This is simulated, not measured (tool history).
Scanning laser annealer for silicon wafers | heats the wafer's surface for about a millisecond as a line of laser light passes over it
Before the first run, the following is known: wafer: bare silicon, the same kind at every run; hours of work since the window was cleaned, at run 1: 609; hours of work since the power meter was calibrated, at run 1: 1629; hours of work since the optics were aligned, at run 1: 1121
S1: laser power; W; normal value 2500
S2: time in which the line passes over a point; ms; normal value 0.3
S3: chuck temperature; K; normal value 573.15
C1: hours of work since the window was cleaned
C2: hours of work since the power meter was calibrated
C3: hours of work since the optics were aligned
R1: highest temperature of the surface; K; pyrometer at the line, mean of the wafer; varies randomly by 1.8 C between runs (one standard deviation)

run,hour,S1,S2,S3,C1,C2,C3,R1
1,0,2500,0.3,573.15,609,1629,1121,1305.15
2,53.8,2500,0.3,573.15,649,1670,1162,1303.15
# hour 108.2: optics aligned, line set to its width
3,139.4,2500,0.3,573.15,710,1731,24,1314.15
# hour 192.2: window over the wafer cleaned
4,200.7,2500,0.3,573.15,6,1776,69,1334.15
5,263.9,2500,0.3,573.15,54,1824,116,1333.15
6,342.7,2500,0.3,562.15,114,1883,176,1320.15
7,426.9,2500,0.3,573.15,178,1947,240,1328.15
8,492,2500,0.3,573.15,227,1996,289,1329.15
9,572.6,2500,0.3,573.15,288,2057,350,1323.15
10,643.4,2500,0.3,573.15,342,2111,404,1321.15
11,685.1,2500,0.3,573.15,373,2143,436,1319.15
12,763.6,2500,0.3,573.15,433,2202,495,1318.15
13,805.8,2500,0.3,573.15,465,2234,527,1318.15
14,848,2500,0.3,573.15,497,2266,559,1317.15
15,882.9,2500,0.232,573.15,523,2293,585,1228.15
16,943.9,2666,0.232,573.15,569,2339,632,1268.15
17,1011.5,2666,0.232,573.15,621,2390,683,1266.15
18,1086.8,2201,0.3,573.15,678,2447,740,1219.15
19,1142.5,2201,0.3,573.15,720,2489,782,1220.15
# hour 1183.9: window over the wafer cleaned
20,1223.5,2201,0.3,573.15,30,2549,842,1238.15
21,1260.2,2688,0.268,573.15,58,2577,870,1342.15
22,1342.2,2606,0.268,565.15,120,2639,932,1306.15
23,1400,2500,0.355,567.15,164,2683,976,1382.15
24,1482.5,2500,0.3,602.15,226,2745,1038,1349.15
25,1520.6,2574,0.224,584.15,255,2774,1067,1251.15
26,1564,2574,0.236,584.15,288,2807,1100,1269.15
27,1636.6,2596,0.3,545.15,343,2862,1155,1315.15
28,1690.1,2739,0.23,573.15,383,2902,1195,1285.15
# hour 1699.4: optics aligned, line set to its width
29,1758.5,2500,0.26,573.15,431,2950,45,1277.15
30,1815.4,2693,0.23,573.15,475,2994,88,1282.15
31,1880.3,2693,0.23,573.15,524,3043,137,1280.15
32,1930.5,2693,0.23,573.15,562,3081,175,1279.15
33,1971.8,2693,0.23,573.15,593,3112,206,1280.15
34,2038.1,2432,0.336,602.15,643,3162,257,1365.15
35,2124.8,2203,0.289,579.15,709,3228,322,1219.15
# hour 2177.5: window over the wafer cleaned
36,2212.7,2203,0.289,579.15,27,3293,387,1236.15
37,2260.5,2360,0.3,573.15,63,3329,423,1289.15
38,2344.2,2360,0.3,573.15,126,3393,487,1286.15
39,2385.5,2683,0.318,585.15,158,3424,518,1420.15
40,2452.4,2635,0.333,579.15,208,3475,569,1412.15

Subtracting, for every run, the result it would have given without the tool's unlogged condition from the measured result gives the following. The same run-to-run variation enters both numbers; the gauge's scatter may not:
Hidden conditions of the tool in this case: light that passes the window, % of a clean one's; laser's true power over the reading, %; width of the line over the set one, %; drift of the gauge itself on peak_c, C.
run,R1
1,-30
2,-32
3,-22
4,+1
5,-1
6,-4
7,-6
8,-8
9,-11
10,-13
11,-15
12,-17
13,-18
14,-20
15,-18
16,-21
17,-23
18,-24
19,-25
20,-6
21,-8
22,-10
23,-13
24,-14
25,-14
26,-16
27,-20
28,-20
29,-10
30,-12
31,-14
32,-16
33,-16
34,-20
35,-19
36,+0
37,-1
38,-4
39,-6
40,-9
